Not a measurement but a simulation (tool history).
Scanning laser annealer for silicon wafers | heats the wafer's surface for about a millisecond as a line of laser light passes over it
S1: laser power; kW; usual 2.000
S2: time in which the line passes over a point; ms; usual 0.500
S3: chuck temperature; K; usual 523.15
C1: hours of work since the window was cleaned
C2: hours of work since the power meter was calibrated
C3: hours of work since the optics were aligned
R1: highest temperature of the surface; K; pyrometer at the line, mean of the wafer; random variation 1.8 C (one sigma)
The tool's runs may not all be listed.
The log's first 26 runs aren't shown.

run   hour     S1     S2      S3   C1   C2    C3       R1
 27  234.8  2.140  0.470  511.15  223   55  1157  1239.15
 28  245.3  2.000  0.370  523.15  229   61  1163  1123.15
 29  251.0  1.831  0.500  489.15  233   64  1166  1104.15
 30  257.5  2.119  0.467  555.15  236   68  1170  1276.15
 31  267.5  2.000  0.463  510.15  242   74  1175  1173.15
 32  277.7  2.000  0.500  499.15  248   80  1181  1181.15
 33  288.6  2.000  0.500  499.15  254   86  1187  1186.15
 34  297.3  2.000  0.552  499.15  259   91  1192  1215.15
 35  305.1  1.917  0.552  546.15  264   95  1197  1223.15
 36  314.1  1.913  0.585  506.15  269  101  1202  1201.15

4 ways to go on from here, each from the tool as it stands after run 36. What would each give?
  A  326.3  2.000  0.460  523.15  276  108  1209   ?
  B  326.3  1.946  0.500  498.15  276  108  1209   ?
  C  326.3  2.085  0.479  494.15  276  108  1209   ?
  D  326.3  1.995  0.585  520.15  276  108  1209   ?

run       R1
  A  1184.15
  B  1160.15
  C  1200.15
  D  1250.15
Without the tool's hidden state the same runs would have given:
run       R1
  A  1209.15
  B  1185.15
  C  1227.15
  D  1278.15

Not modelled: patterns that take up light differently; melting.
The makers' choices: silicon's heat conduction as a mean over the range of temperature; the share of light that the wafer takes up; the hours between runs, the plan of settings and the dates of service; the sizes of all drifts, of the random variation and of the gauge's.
